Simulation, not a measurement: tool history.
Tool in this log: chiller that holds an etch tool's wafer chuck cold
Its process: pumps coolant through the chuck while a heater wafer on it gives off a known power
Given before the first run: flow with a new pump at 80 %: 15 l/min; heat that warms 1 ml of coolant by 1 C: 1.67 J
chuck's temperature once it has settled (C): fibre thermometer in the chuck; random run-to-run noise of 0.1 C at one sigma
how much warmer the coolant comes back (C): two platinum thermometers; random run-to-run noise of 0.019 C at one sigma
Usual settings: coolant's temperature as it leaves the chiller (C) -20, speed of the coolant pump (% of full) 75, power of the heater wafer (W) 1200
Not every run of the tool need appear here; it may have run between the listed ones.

run,hour,coolant's temperature as it leaves the chiller (C),speed of the coolant pump (% of full),power of the heater wafer (W),chuck's temperature once it has settled (C),how much warmer the coolant comes back (C)
1,0,-20,75,1200,-3.5,3.19
2,27.6,-20,75,1200,-3.4,3.18
3,46.5,-20,75,1200,-3.4,3.15
4,61.2,-20,75,1200,-3.3,3.16
5,86.8,-20,75,1200,-3.5,3.18
6,110.2,-23,75,1200,-6.2,3.17
7,138,-23,75,1200,-6.2,3.16
8,154.9,-23,75,1200,-6.5,3.18
9,175,-17,95,1200,-3.1,2.49
10,188.7,-17,95,1200,-3.1,2.48
11,214.3,-17,95,967,-5.8,2
12,231.6,-17,95,639,-9.7,1.33
13,255.5,-22,85,1496,-3.1,3.49
14,282.6,-22,85,1496,-3,3.47
15,305,-24,85,793,-14,1.81

What if the next run were any one of these 4? Each begins from the tool's condition after run 15:
A,329.6,-29,73,793,?,?
B,329.6,-30,75,1200,?,?
C,329.6,-22,85,793,?,?
D,329.6,-25,94,1173,?,?

run,chuck's temperature once it has settled (C),how much warmer the coolant comes back (C)
A,-17.5,2.19
B,-13.2,3.19
C,-12,1.83
D,-11.2,2.46
What these runs would have given with no unlogged condition in the tool:
run,chuck's temperature once it has settled (C),how much warmer the coolant comes back (C)
A,-18.5,2.11
B,-14.9,3.08
C,-13,1.76
D,-12.6,2.37
